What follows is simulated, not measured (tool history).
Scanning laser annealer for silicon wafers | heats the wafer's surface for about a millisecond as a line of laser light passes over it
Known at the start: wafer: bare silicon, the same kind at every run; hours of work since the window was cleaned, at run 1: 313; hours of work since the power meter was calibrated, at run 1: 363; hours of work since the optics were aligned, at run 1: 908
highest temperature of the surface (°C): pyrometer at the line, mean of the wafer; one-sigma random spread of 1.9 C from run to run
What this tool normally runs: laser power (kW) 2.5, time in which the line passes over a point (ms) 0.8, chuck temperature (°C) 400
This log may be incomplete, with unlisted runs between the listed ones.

run   hour  laser power (kW)  time in which the line passes over a point (ms)  chuck temperature (°C)  hours of work since the window was cleaned  hours of work since the power meter was calibrated  hours of work since the optics were aligned  highest temperature of the surface (°C)
  1      0               2.5                                              0.8                     400                                         313                                                 363                                          908                                     1106
  2   12.1               2.5                                              0.8                     402                                         323                                                 372                                          917                                     1110
  3   17.2               2.5                                              0.8                     402                                         327                                                 376                                          921                                     1111
  4   25.4               2.5                                            0.781                     400                                         333                                                 383                                          928                                     1100
  5   32.1             2.348                                              0.8                     400                                         339                                                 388                                          933                                     1056
  6     44             2.348                                              0.8                     400                                         348                                                 397                                          942                                     1052
  7   56.6               2.5                                              0.8                     400                                         358                                                 407                                          952                                     1111
  8   65.7               2.5                                              0.8                     400                                         365                                                 414                                          959                                     1109
        74  -- window over the wafer cleaned
  9   76.6               2.5                                              0.8                     400                                           2                                                 421                                          966                                     1109
 10   89.1               2.5                                              0.8                     400                                          12                                                 431                                          976                                     1110
 11     95               2.5                                              0.8                     403                                          17                                                 436                                          981                                     1114
 12  107.2               2.5                                              0.8                     403                                          26                                                 445                                          990                                     1116
 13  119.4               2.5                                              0.8                     393                                          36                                                 455                                         1000                                     1107
 14  131.4               2.5                                              0.8                     393                                          45                                                 464                                         1009                                     1104
 15  140.5               2.5                                              0.8                     393                                          52                                                 471                                         1017                                     1105
 16  149.5               2.5                                              0.8                     393                                          59                                                 479                                         1024                                     1102
 17  156.8               2.5                                              0.8                     391                                          65                                                 484                                         1029                                     1096
 18  162.3               2.5                                              0.8                     391                                          69                                                 489                                         1034                                     1099
 19  174.9               2.5                                              0.8                     391                                          79                                                 498                                         1044                                     1101
 20  185.3               2.5                                              0.8                     391                                          88                                                 507                                         1052                                     1100
 21  193.7             2.319                                              0.8                     399                                          94                                                 513                                         1058                                     1046
 22  204.9               2.5                                            0.775                     369                                         103                                                 522                                         1067                                     1070
 23  216.1             2.197                                            0.732                     413                                         112                                                 531                                         1076                                      988
 24  225.4             2.634                                            0.766                     421                                         119                                                 538                                         1083                                     1166
 25  232.5             2.677                                              0.8                     364                                         125                                                 544                                         1089                                     1139
 26  239.7             2.677                                              0.8                     364                                         130                                                 549                                         1095                                     1141
 27  249.4             2.677                                            0.958                     364                                         138                                                 557                                         1102                                     1213
 28  260.3              2.55                                            0.975                     395                                         146                                                 566                                         1111                                     1197
 29  268.4             2.186                                            0.999                     431                                         153                                                 572                                         1117                                     1100

Below are 4 alternative next runs, each starting from the tool's condition after run 29. Predict each:
  A  277.3               2.5                                              0.6                     400                                         160                                                 579                                         1124                                        ?
  B  277.3             2.394                                            0.562                     388                                         160                                                 579                                         1124                                        ?
  C  277.3             2.158                                            0.867                     431                                         160                                                 579                                         1124                                        ?
  D  277.3             2.306                                            0.999                     376                                         160                                                 579                                         1124                                        ?

run  highest temperature of the surface (°C)
  A                                     1014
  B                                      948
  C                                     1043
  D                                     1090
What these runs would have given with no unlogged condition in the tool:
run  highest temperature of the surface (°C)
  A                                     1015
  B                                      949
  C                                     1044
  D                                     1091
